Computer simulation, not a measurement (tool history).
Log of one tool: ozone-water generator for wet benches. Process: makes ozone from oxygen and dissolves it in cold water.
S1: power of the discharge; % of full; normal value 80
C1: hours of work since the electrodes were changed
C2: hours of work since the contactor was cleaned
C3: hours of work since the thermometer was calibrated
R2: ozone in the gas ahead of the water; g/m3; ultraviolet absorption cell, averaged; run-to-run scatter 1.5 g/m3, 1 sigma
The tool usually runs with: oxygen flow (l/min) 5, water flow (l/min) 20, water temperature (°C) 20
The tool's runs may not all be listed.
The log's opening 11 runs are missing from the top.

{"run": 12, "hour": 782.2, "S1": 80, "oxygen flow (l/min)": 5, "water flow (l/min)": 20, "water temperature (°C)": 27, "C1": 2087, "C2": 2429, "C3": 315, "dissolved ozone (ppm)": 28.3, "R2": 289.7}
{"run": 13, "hour": 831.0, "S1": 80, "oxygen flow (l/min)": 4.49, "water flow (l/min)": 20, "water temperature (°C)": 20, "C1": 2135, "C2": 2477, "C3": 363, "dissolved ozone (ppm)": 31.1, "R2": 303.1}
{"run": 14, "hour": 911.0, "S1": 80, "oxygen flow (l/min)": 5, "water flow (l/min)": 20, "water temperature (°C)": 20, "C1": 2214, "C2": 2556, "C3": 442, "dissolved ozone (ppm)": 31.8, "R2": 289.3}
{"run": 15, "hour": 1002.3, "S1": 80, "oxygen flow (l/min)": 5, "water flow (l/min)": 20, "water temperature (°C)": 20, "C1": 2304, "C2": 2646, "C3": 532, "dissolved ozone (ppm)": 31.9, "R2": 291.9}
{"run": 16, "hour": 1081.0, "S1": 80, "oxygen flow (l/min)": 5, "water flow (l/min)": 20, "water temperature (°C)": 20, "C1": 2381, "C2": 2723, "C3": 610, "dissolved ozone (ppm)": 31.2, "R2": 288.8}
{"run": 17, "hour": 1149.3, "S1": 80, "oxygen flow (l/min)": 5, "water flow (l/min)": 20, "water temperature (°C)": 20, "C1": 2449, "C2": 2791, "C3": 677, "dissolved ozone (ppm)": 31.6, "R2": 288.7}
{"run": 18, "hour": 1228.5, "S1": 80, "oxygen flow (l/min)": 5, "water flow (l/min)": 20, "water temperature (°C)": 20, "C1": 2527, "C2": 2869, "C3": 755, "dissolved ozone (ppm)": 31.7, "R2": 290.2}
{"run": 19, "hour": 1270.5, "S1": 80, "oxygen flow (l/min)": 5, "water flow (l/min)": 22, "water temperature (°C)": 23, "C1": 2568, "C2": 2910, "C3": 796, "dissolved ozone (ppm)": 28.1, "R2": 288.2}
{"run": 20, "hour": 1343.7, "S1": 62, "oxygen flow (l/min)": 6.16, "water flow (l/min)": 22, "water temperature (°C)": 23, "C1": 2640, "C2": 2982, "C3": 869, "dissolved ozone (ppm)": 25.1, "R2": 231.4}
{"run": 21, "hour": 1381.5, "S1": 80, "oxygen flow (l/min)": 5, "water flow (l/min)": 15, "water temperature (°C)": 17, "C1": 2678, "C2": 3020, "C3": 906, "dissolved ozone (ppm)": 40, "R2": 289.6}
{"run": 22, "hour": 1428.2, "S1": 80, "oxygen flow (l/min)": 5, "water flow (l/min)": 15, "water temperature (°C)": 17, "C1": 2724, "C2": 3066, "C3": 952, "dissolved ozone (ppm)": 40.7, "R2": 289.4}
{"run": 23, "hour": 1502.2, "S1": 46, "oxygen flow (l/min)": 4.59, "water flow (l/min)": 19, "water temperature (°C)": 24, "C1": 2796, "C2": 3139, "C3": 1025, "dissolved ozone (ppm)": 22.4, "R2": 224}
{"run": 24, "hour": 1591.6, "S1": 54, "oxygen flow (l/min)": 8.63, "water flow (l/min)": 20, "water temperature (°C)": 20, "C1": 2885, "C2": 3227, "C3": 1113, "dissolved ozone (ppm)": 26.3, "R2": 189.4}
{"run": 25, "hour": 1648.8, "S1": 54, "oxygen flow (l/min)": 8.63, "water flow (l/min)": 20, "water temperature (°C)": 20, "C1": 2941, "C2": 3283, "C3": 1169, "dissolved ozone (ppm)": 26.4, "R2": 188.1}
{"run": 26, "hour": 1716.6, "S1": 88, "oxygen flow (l/min)": 4.67, "water flow (l/min)": 17, "water temperature (°C)": 17, "C1": 3008, "C2": 3350, "C3": 1236, "dissolved ozone (ppm)": 38.5, "R2": 311.1}
{"run": 27, "hour": 1784.9, "S1": 80, "oxygen flow (l/min)": 5, "water flow (l/min)": 23, "water temperature (°C)": 21, "C1": 3075, "C2": 3417, "C3": 1303, "dissolved ozone (ppm)": 28.4, "R2": 288.2}
{"run": 28, "hour": 1822.8, "S1": 80, "oxygen flow (l/min)": 5, "water flow (l/min)": 23, "water temperature (°C)": 21, "C1": 3112, "C2": 3455, "C3": 1341, "dissolved ozone (ppm)": 28.6, "R2": 290.6}
{"run": 29, "hour": 1871.3, "S1": 80, "oxygen flow (l/min)": 8.46, "water flow (l/min)": 14, "water temperature (°C)": 21, "C1": 3160, "C2": 3502, "C3": 1389, "dissolved ozone (ppm)": 39, "R2": 232.3}
{"hour": 1906.9, "done": "contactor cleaned"}
{"run": 30, "hour": 1941.1, "S1": 64, "oxygen flow (l/min)": 4.8, "water flow (l/min)": 21, "water temperature (°C)": 20, "C1": 3225, "C2": 34, "C3": 1453, "dissolved ozone (ppm)": 27.1, "R2": 259.9}
{"run": 31, "hour": 2034.0, "S1": 64, "oxygen flow (l/min)": 4.8, "water flow (l/min)": 21, "water temperature (°C)": 21, "C1": 3317, "C2": 125, "C3": 1545, "dissolved ozone (ppm)": 26.4, "R2": 262.4}
{"run": 32, "hour": 2111.8, "S1": 80, "oxygen flow (l/min)": 5, "water flow (l/min)": 14, "water temperature (°C)": 20, "C1": 3393, "C2": 202, "C3": 1622, "dissolved ozone (ppm)": 39.9, "R2": 289.7}

Below are 3 alternative next runs, each starting from the tool's condition after run 32. Predict each:
{"run": "A", "hour": 2189.5, "S1": 80, "oxygen flow (l/min)": 5, "water flow (l/min)": 12, "water temperature (°C)": 20, "C1": 3470, "C2": 279, "C3": 1698, "dissolved ozone (ppm)": "?", "R2": "?"}
{"run": "B", "hour": 2189.5, "S1": 80, "oxygen flow (l/min)": 5.91, "water flow (l/min)": 25, "water temperature (°C)": 12, "C1": 3470, "C2": 279, "C3": 1698, "dissolved ozone (ppm)": "?", "R2": "?"}
{"run": "C", "hour": 2189.5, "S1": 73, "oxygen flow (l/min)": 5.61, "water flow (l/min)": 14, "water temperature (°C)": 25, "C1": 3470, "C2": 279, "C3": 1698, "dissolved ozone (ppm)": "?", "R2": "?"}

run=A dissolved_ozone_(ppm)=43 R2=288.8
run=B dissolved_ozone_(ppm)=30.8 R2=271.5
run=C dissolved_ozone_(ppm)=35.2 R2=260.7
What these runs would have given with no unlogged condition in the tool:
run=A dissolved_ozone_(ppm)=43.1 R2=289.3
run=B dissolved_ozone_(ppm)=30.9 R2=271.9
run=C dissolved_ozone_(ppm)=35.3 R2=261.1
